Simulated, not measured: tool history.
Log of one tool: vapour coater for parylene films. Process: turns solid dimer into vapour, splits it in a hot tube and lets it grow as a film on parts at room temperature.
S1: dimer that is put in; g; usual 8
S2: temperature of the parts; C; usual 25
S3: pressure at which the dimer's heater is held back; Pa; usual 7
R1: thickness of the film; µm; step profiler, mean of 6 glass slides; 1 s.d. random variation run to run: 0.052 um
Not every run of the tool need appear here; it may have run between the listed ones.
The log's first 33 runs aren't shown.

run      day  S1  S2    S3    R1
 34     80.1   3  21     7  2.49
 35   81.917   6  25     3  5.16
 36   84.904   4  34     3  2.39
 37     86.9   4  34     3  2.43
 38   90.271   9  20  5.76  7.96
 39   92.329   9  20  5.76  7.87
 40   94.133  13  23     7  9.75
 41   97.471   7  22     7  5.42
 42   99.471   9  25  4.52  6.75
 43  101.629   9  25  4.52  6.62
 44  104.438   8  33     7  3.89
 45  106.492   4  37  5.52  1.78
 46  109.625   8  25  2.04  6.92
     111.538  -- trap's valve overhauled
 47  112.675  10  26   4.3  7.51
 48  116.025  10  26   4.3   7.4

3 ways to go on from here, each from the tool as it stands after run 48. What would each give?
  A  118.867  10  23   4.3   ?
  B  118.867   8  30   4.9   ?
  C  118.867  10  26  2.72   ?

run    R1
  A  8.22
  B  4.91
  C  8.14
Without the tool's unlogged condition, the same runs would have read:
run    R1
  A  8.85
  B  5.28
  C  8.76

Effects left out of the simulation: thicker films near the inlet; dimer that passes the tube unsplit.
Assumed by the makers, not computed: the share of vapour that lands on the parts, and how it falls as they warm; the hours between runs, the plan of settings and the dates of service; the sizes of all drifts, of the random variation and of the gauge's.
